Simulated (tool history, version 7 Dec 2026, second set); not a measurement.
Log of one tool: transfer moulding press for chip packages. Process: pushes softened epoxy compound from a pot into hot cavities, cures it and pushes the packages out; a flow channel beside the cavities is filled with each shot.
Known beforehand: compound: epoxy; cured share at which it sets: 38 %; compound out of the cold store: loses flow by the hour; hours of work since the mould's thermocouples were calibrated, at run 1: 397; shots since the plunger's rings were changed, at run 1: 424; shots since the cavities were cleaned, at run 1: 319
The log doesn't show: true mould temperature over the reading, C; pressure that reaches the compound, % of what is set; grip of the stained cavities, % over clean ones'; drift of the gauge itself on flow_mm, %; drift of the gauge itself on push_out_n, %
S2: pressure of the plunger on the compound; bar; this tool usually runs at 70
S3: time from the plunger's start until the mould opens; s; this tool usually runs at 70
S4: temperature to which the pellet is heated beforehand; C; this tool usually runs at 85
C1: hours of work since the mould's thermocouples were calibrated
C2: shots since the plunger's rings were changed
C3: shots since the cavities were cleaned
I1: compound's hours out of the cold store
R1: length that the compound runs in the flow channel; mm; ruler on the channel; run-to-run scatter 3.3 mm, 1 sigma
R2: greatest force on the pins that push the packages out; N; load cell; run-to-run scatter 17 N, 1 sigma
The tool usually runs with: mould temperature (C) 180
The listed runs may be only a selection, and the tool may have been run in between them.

{"run": 1, "hour": 0.0, "mould temperature (C)": 180, "S2": 70, "S3": 70, "S4": 85, "C1": 397, "C2": 424, "C3": 319, "I1": 16.1, "R1": 779, "R2": 979}
{"hour": 8.4, "done": "cavities cleaned with cleaning compound and waxed"}
{"run": 2, "hour": 22.4, "mould temperature (C)": 188, "S2": 70, "S3": 70, "S4": 85, "C1": 412, "C2": 778, "C3": 237, "I1": 15, "R1": 760, "R2": 550}
{"hour": 37.0, "done": "cavities cleaned with cleaning compound and waxed"}
{"run": 3, "hour": 57.3, "mould temperature (C)": 183, "S2": 70, "S3": 70, "S4": 85, "C1": 436, "C2": 1344, "C3": 344, "I1": 43.3, "R1": 716, "R2": 769}
{"hour": 64.3, "done": "cavities cleaned with cleaning compound and waxed"}
{"run": 4, "hour": 87.1, "mould temperature (C)": 180, "S2": 70, "S3": 70, "S4": 85, "C1": 457, "C2": 1823, "C3": 386, "I1": 17.2, "R1": 759, "R2": 1019}
{"hour": 93.2, "done": "cavities cleaned with cleaning compound and waxed"}
{"run": 5, "hour": 117.4, "mould temperature (C)": 180, "S2": 70, "S3": 86, "S4": 85, "C1": 477, "C2": 2312, "C3": 411, "I1": 8.5, "R1": 773, "R2": 609}
{"hour": 121.5, "done": "cavities cleaned with cleaning compound and waxed"}
{"hour": 152.0, "done": "cavities cleaned with cleaning compound and waxed"}
{"run": 6, "hour": 157.7, "mould temperature (C)": 180, "S2": 70, "S3": 55, "S4": 85, "C1": 504, "C2": 2944, "C3": 96, "I1": 42.9, "R1": 710, "R2": 1508}
{"hour": 179.4, "done": "cavities cleaned with cleaning compound and waxed"}
{"run": 7, "hour": 195.2, "mould temperature (C)": 180, "S2": 70, "S3": 55, "S4": 85, "C1": 530, "C2": 3554, "C3": 268, "I1": 23.5, "R1": 739, "R2": 1693}
{"hour": 208.5, "done": "cavities cleaned with cleaning compound and waxed"}
{"run": 8, "hour": 230.6, "mould temperature (C)": 180, "S2": 70, "S3": 70, "S4": 85, "C1": 555, "C2": 4128, "C3": 374, "I1": 32.1, "R1": 715, "R2": 970}
{"hour": 236.7, "done": "cavities cleaned with cleaning compound and waxed"}
{"hour": 265.1, "done": "cavities cleaned with cleaning compound and waxed"}
{"hour": 281.5, "done": "plunger's sealing rings changed"}
{"run": 9, "hour": 286.7, "mould temperature (C)": 180, "S2": 70, "S3": 70, "S4": 85, "C1": 591, "C2": 86, "C3": 323, "I1": 22.4, "R1": 764, "R2": 985}
{"hour": 295.6, "done": "cavities cleaned with cleaning compound and waxed"}
{"run": 10, "hour": 320.0, "mould temperature (C)": 180, "S2": 70, "S3": 70, "S4": 95, "C1": 614, "C2": 627, "C3": 415, "I1": 35.2, "R1": 738, "R2": 939}
{"hour": 325.2, "done": "cavities cleaned with cleaning compound and waxed"}
{"hour": 351.9, "done": "cavities cleaned with cleaning compound and waxed"}
{"run": 11, "hour": 357.0, "mould temperature (C)": 180, "S2": 70, "S3": 77, "S4": 85, "C1": 639, "C2": 1202, "C3": 87, "I1": 12.5, "R1": 774, "R2": 726}
{"hour": 379.3, "done": "cavities cleaned with cleaning compound and waxed"}
{"hour": 395.9, "done": "mould's thermocouples calibrated"}
{"run": 12, "hour": 404.9, "mould temperature (C)": 180, "S2": 70, "S3": 77, "S4": 85, "C1": 6, "C2": 1955, "C3": 401, "I1": 10.5, "R1": 776, "R2": 782}
{"hour": 409.0, "done": "cavities cleaned with cleaning compound and waxed"}
{"hour": 437.2, "done": "cavities cleaned with cleaning compound and waxed"}
{"run": 13, "hour": 443.7, "mould temperature (C)": 180, "S2": 70, "S3": 70, "S4": 85, "C1": 32, "C2": 2561, "C3": 110, "I1": 26.1, "R1": 744, "R2": 857}
{"hour": 464.0, "done": "cavities cleaned with cleaning compound and waxed"}
{"run": 14, "hour": 485.9, "mould temperature (C)": 180, "S2": 61.1, "S3": 89, "S4": 85, "C1": 62, "C2": 3251, "C3": 371, "I1": 18, "R1": 700, "R2": 551}
{"hour": 490.6, "done": "cavities cleaned with cleaning compound and waxed"}
{"hour": 520.4, "done": "cavities cleaned with cleaning compound and waxed"}
{"run": 15, "hour": 534.6, "mould temperature (C)": 178, "S2": 70, "S3": 72, "S4": 85, "C1": 95, "C2": 4025, "C3": 240, "I1": 17.7, "R1": 748, "R2": 983}
{"hour": 548.5, "done": "cavities cleaned with cleaning compound and waxed"}
{"run": 16, "hour": 565.5, "mould temperature (C)": 180, "S2": 55.3, "S3": 70, "S4": 84, "C1": 116, "C2": 4523, "C3": 287, "I1": 23.6, "R1": 649, "R2": 883}
{"hour": 576.2, "done": "cavities cleaned with cleaning compound and waxed"}
{"hour": 589.8, "done": "plunger's sealing rings changed"}
{"run": 17, "hour": 595.9, "mould temperature (C)": 180, "S2": 59.7, "S3": 60, "S4": 78, "C1": 135, "C2": 105, "C3": 293, "I1": 27.6, "R1": 692, "R2": 1450}
{"hour": 606.2, "done": "cavities cleaned with cleaning compound and waxed"}
{"hour": 633.9, "done": "cavities cleaned with cleaning compound and waxed"}
{"run": 18, "hour": 640.5, "mould temperature (C)": 185, "S2": 70, "S3": 70, "S4": 76, "C1": 165, "C2": 810, "C3": 113, "I1": 37.1, "R1": 726, "R2": 617}
{"hour": 660.6, "done": "cavities cleaned with cleaning compound and waxed"}
{"run": 19, "hour": 667.1, "mould temperature (C)": 185, "S2": 70, "S3": 70, "S4": 76, "C1": 183, "C2": 1235, "C3": 110, "I1": 22.1, "R1": 748, "R2": 647}
{"hour": 689.2, "done": "cavities cleaned with cleaning compound and waxed"}
{"run": 20, "hour": 691.8, "mould temperature (C)": 185, "S2": 70, "S3": 63, "S4": 82, "C1": 200, "C2": 1628, "C3": 44, "I1": 10.5, "R1": 769, "R2": 838}
{"hour": 718.3, "done": "cavities cleaned with cleaning compound and waxed"}
{"run": 21, "hour": 725.7, "mould temperature (C)": 183, "S2": 62.5, "S3": 83, "S4": 79, "C1": 223, "C2": 2177, "C3": 126, "I1": 28.3, "R1": 695, "R2": 490}
{"hour": 746.9, "done": "cavities cleaned with cleaning compound and waxed"}
{"run": 22, "hour": 759.3, "mould temperature (C)": 180, "S2": 70, "S3": 99, "S4": 80, "C1": 247, "C2": 2721, "C3": 210, "I1": 34.3, "R1": 724, "R2": 464}
{"hour": 775.5, "done": "cavities cleaned with cleaning compound and waxed"}
{"run": 23, "hour": 799.4, "mould temperature (C)": 180, "S2": 65.5, "S3": 97, "S4": 94, "C1": 274, "C2": 3375, "C3": 405, "I1": 10.1, "R1": 742, "R2": 489}
{"hour": 803.6, "done": "cavities cleaned with cleaning compound and waxed"}
{"hour": 831.8, "done": "cavities cleaned with cleaning compound and waxed"}
{"run": 24, "hour": 836.9, "mould temperature (C)": 182, "S2": 70, "S3": 70, "S4": 90, "C1": 299, "C2": 3959, "C3": 86, "I1": 31.3, "R1": 715, "R2": 732}
{"hour": 860.1, "done": "cavities cleaned with cleaning compound and waxed"}
{"run": 25, "hour": 883.0, "mould temperature (C)": 182, "S2": 70, "S3": 70, "S4": 90, "C1": 332, "C2": 4716, "C3": 388, "I1": 34.3, "R1": 706, "R2": 804}
{"hour": 888.3, "done": "cavities cleaned with cleaning compound and waxed"}
{"hour": 899.1, "done": "plunger's sealing rings changed"}
{"hour": 918.7, "done": "cavities cleaned with cleaning compound and waxed"}
{"run": 26, "hour": 925.6, "mould temperature (C)": 180, "S2": 70, "S3": 95, "S4": 85, "C1": 358, "C2": 424, "C3": 117, "I1": 36.2, "R1": 741, "R2": 457}

Take each entry between the runs: how does the hidden state at the last listed run before it differ from the hidden state at the first listed run after it?
Between runs 1 and 2: cavities cleaned with cleaning compound and waxed (hour 8.4)
  true mould temperature over the reading, C: -0.82 -> -0.85; pressure that reaches the compound, % of what is set: 98.82 -> 98.18; grip of the stained cavities, % over clean ones': 17.3 -> 12.5
  measured less the result without the state, R1: -3 -> -6 mm; R2: +192 -> +83 N
Between runs 2 and 3: cavities cleaned with cleaning compound and waxed (hour 37)
  true mould temperature over the reading, C: -0.85 -> -0.89; pressure that reaches the compound, % of what is set: 98.18 -> 97.06; grip of the stained cavities, % over clean ones': 12.5 -> 18
  measured less the result without the state, R1: -6 -> -10 mm; R2: +83 -> +154 N
Between runs 3 and 4: cavities cleaned with cleaning compound and waxed (hour 64.3)
  true mould temperature over the reading, C: -0.89 -> -0.92; pressure that reaches the compound, % of what is set: 97.06 -> 96.13; grip of the stained cavities, % over clean ones': 18 -> 19
  measured less the result without the state, R1: -10 -> -13 mm; R2: +154 -> +217 N
Between runs 4 and 5: cavities cleaned with cleaning compound and waxed (hour 93.2)
  true mould temperature over the reading, C: -0.92 -> -0.95; pressure that reaches the compound, % of what is set: 96.13 -> 95.18; grip of the stained cavities, % over clean ones': 19 -> 20.2
  measured less the result without the state, R1: -13 -> -17 mm; R2: +217 -> +128 N
Between runs 5 and 6: cavities cleaned with cleaning compound and waxed (hour 121.5); cavities cleaned with cleaning compound and waxed (hour 152)
  true mould temperature over the reading, C: -0.95 -> -1; pressure that reaches the compound, % of what is set: 95.18 -> 94.07; grip of the stained cavities, % over clean ones': 20.2 -> 6.9
  measured less the result without the state, R1: -17 -> -21 mm; R2: +128 -> +157 N
Between runs 6 and 7: cavities cleaned with cleaning compound and waxed (hour 179.4)
  true mould temperature over the reading, C: -1 -> -1.05; pressure that reaches the compound, % of what is set: 94.07 -> 92.97; grip of the stained cavities, % over clean ones': 6.9 -> 15.6
  measured less the result without the state, R1: -21 -> -25 mm; R2: +157 -> +290 N
Between runs 7 and 8: cavities cleaned with cleaning compound and waxed (hour 208.5)
  true mould temperature over the reading, C: -1.05 -> -1.08; pressure that reaches the compound, % of what is set: 92.97 -> 91.9; grip of the stained cavities, % over clean ones': 15.6 -> 18.3
  measured less the result without the state, R1: -25 -> -29 mm; R2: +290 -> +210 N
Between runs 8 and 9: cavities cleaned with cleaning compound and waxed (hour 236.7); cavities cleaned with cleaning compound and waxed (hour 265.1); plunger's sealing rings changed (hour 281.5)
  true mould temperature over the reading, C: -1.08 -> -1.14; pressure that reaches the compound, % of what is set: 91.9 -> 99.49; grip of the stained cavities, % over clean ones': 18.3 -> 16.2
  measured less the result without the state, R1: -29 -> +0 mm; R2: +210 -> +203 N
Between runs 9 and 10: cavities cleaned with cleaning compound and waxed (hour 295.6)
  true mould temperature over the reading, C: -1.14 -> -1.18; pressure that reaches the compound, % of what is set: 99.49 -> 98.53; grip of the stained cavities, % over clean ones': 16.2 -> 19.8
  measured less the result without the state, R1: +0 -> -3 mm; R2: +203 -> +216 N
Between runs 10 and 11: cavities cleaned with cleaning compound and waxed (hour 325.2); cavities cleaned with cleaning compound and waxed (hour 351.9)
  true mould temperature over the reading, C: -1.18 -> -1.22; pressure that reaches the compound, % of what is set: 98.53 -> 97.58; grip of the stained cavities, % over clean ones': 19.8 -> 8.7
  measured less the result without the state, R1: -3 -> -7 mm; R2: +216 -> +114 N
Between runs 11 and 12: cavities cleaned with cleaning compound and waxed (hour 379.3); mould's thermocouples calibrated (hour 395.9)
  true mould temperature over the reading, C: -1.22 -> -0.4; pressure that reaches the compound, % of what is set: 97.58 -> 96.13; grip of the stained cavities, % over clean ones': 8.7 -> 22.1
  measured less the result without the state, R1: -7 -> -15 mm; R2: +114 -> +160 N
Between runs 12 and 13: cavities cleaned with cleaning compound and waxed (hour 409); cavities cleaned with cleaning compound and waxed (hour 437.2)
  true mould temperature over the reading, C: -0.4 -> -0.45; pressure that reaches the compound, % of what is set: 96.13 -> 94.93; grip of the stained cavities, % over clean ones': 22.1 -> 6.4
  measured less the result without the state, R1: -15 -> -19 mm; R2: +160 -> +77 N
Between runs 13 and 14: cavities cleaned with cleaning compound and waxed (hour 464)
  true mould temperature over the reading, C: -0.45 -> -0.49; pressure that reaches the compound, % of what is set: 94.93 -> 93.74; grip of the stained cavities, % over clean ones': 6.4 -> 19.4
  measured less the result without the state, R1: -19 -> -22 mm; R2: +77 -> +99 N
Between runs 14 and 15: cavities cleaned with cleaning compound and waxed (hour 490.6); cavities cleaned with cleaning compound and waxed (hour 520.4)
  true mould temperature over the reading, C: -0.49 -> -0.55; pressure that reaches the compound, % of what is set: 93.74 -> 92.41; grip of the stained cavities, % over clean ones': 19.4 -> 13.1
  measured less the result without the state, R1: -22 -> -29 mm; R2: +99 -> +146 N
Between runs 15 and 16: cavities cleaned with cleaning compound and waxed (hour 548.5)
  true mould temperature over the reading, C: -0.55 -> -0.58; pressure that reaches the compound, % of what is set: 92.41 -> 91.46; grip of the stained cavities, % over clean ones': 13.1 -> 16.1
  measured less the result without the state, R1: -29 -> -28 mm; R2: +146 -> +154 N
Between runs 16 and 17: cavities cleaned with cleaning compound and waxed (hour 576.2); plunger's sealing rings changed (hour 589.8)
  true mould temperature over the reading, C: -0.58 -> -0.61; pressure that reaches the compound, % of what is set: 91.46 -> 99.43; grip of the stained cavities, % over clean ones': 16.1 -> 16.9
  measured less the result without the state, R1: -28 -> -1 mm; R2: +154 -> +249 N
Between runs 17 and 18: cavities cleaned with cleaning compound and waxed (hour 606.2); cavities cleaned with cleaning compound and waxed (hour 633.9)
  true mould temperature over the reading, C: -0.61 -> -0.66; pressure that reaches the compound, % of what is set: 99.43 -> 98.05; grip of the stained cavities, % over clean ones': 16.9 -> 9
  measured less the result without the state, R1: -1 -> -6 mm; R2: +249 -> +73 N
Between runs 18 and 19: cavities cleaned with cleaning compound and waxed (hour 660.6)
  true mould temperature over the reading, C: -0.66 -> -0.7; pressure that reaches the compound, % of what is set: 98.05 -> 97.3; grip of the stained cavities, % over clean ones': 9 -> 7.6
  measured less the result without the state, R1: -6 -> -9 mm; R2: +73 -> +73 N
Between runs 19 and 20: cavities cleaned with cleaning compound and waxed (hour 689.2)
  true mould temperature over the reading, C: -0.7 -> -0.72; pressure that reaches the compound, % of what is set: 97.3 -> 96.52; grip of the stained cavities, % over clean ones': 7.6 -> 3.5
  measured less the result without the state, R1: -9 -> -13 mm; R2: +73 -> +69 N
Between runs 20 and 21: cavities cleaned with cleaning compound and waxed (hour 718.3)
  true mould temperature over the reading, C: -0.72 -> -0.77; pressure that reaches the compound, % of what is set: 96.52 -> 95.61; grip of the stained cavities, % over clean ones': 3.5 -> 9
  measured less the result without the state, R1: -13 -> -14 mm; R2: +69 -> +55 N
Between runs 21 and 22: cavities cleaned with cleaning compound and waxed (hour 746.9)
  true mould temperature over the reading, C: -0.77 -> -0.81; pressure that reaches the compound, % of what is set: 95.61 -> 94.59; grip of the stained cavities, % over clean ones': 9 -> 12.9
  measured less the result without the state, R1: -14 -> -19 mm; R2: +55 -> +61 N
Between runs 22 and 23: cavities cleaned with cleaning compound and waxed (hour 775.5)
  true mould temperature over the reading, C: -0.81 -> -0.85; pressure that reaches the compound, % of what is set: 94.59 -> 93.31; grip of the stained cavities, % over clean ones': 12.9 -> 19.3
  measured less the result without the state, R1: -19 -> -25 mm; R2: +61 -> +88 N
Between runs 23 and 24: cavities cleaned with cleaning compound and waxed (hour 803.6); cavities cleaned with cleaning compound and waxed (hour 831.8)
  true mould temperature over the reading, C: -0.85 -> -0.89; pressure that reaches the compound, % of what is set: 93.31 -> 92.18; grip of the stained cavities, % over clean ones': 19.3 -> 4.6
  measured less the result without the state, R1: -25 -> -28 mm; R2: +88 -> +74 N
Between runs 24 and 25: cavities cleaned with cleaning compound and waxed (hour 860.1)
  true mould temperature over the reading, C: -0.89 -> -0.94; pressure that reaches the compound, % of what is set: 92.18 -> 90.81; grip of the stained cavities, % over clean ones': 4.6 -> 20.2
  measured less the result without the state, R1: -28 -> -33 mm; R2: +74 -> +176 N
Between runs 25 and 26: cavities cleaned with cleaning compound and waxed (hour 888.3); plunger's sealing rings changed (hour 899.1); cavities cleaned with cleaning compound and waxed (hour 918.7)
  true mould temperature over the reading, C: -0.94 -> -0.99; pressure that reaches the compound, % of what is set: 90.81 -> 99.13; grip of the stained cavities, % over clean ones': 20.2 -> 10.8
  measured less the result without the state, R1: -33 -> -2 mm; R2: +176 -> +59 N
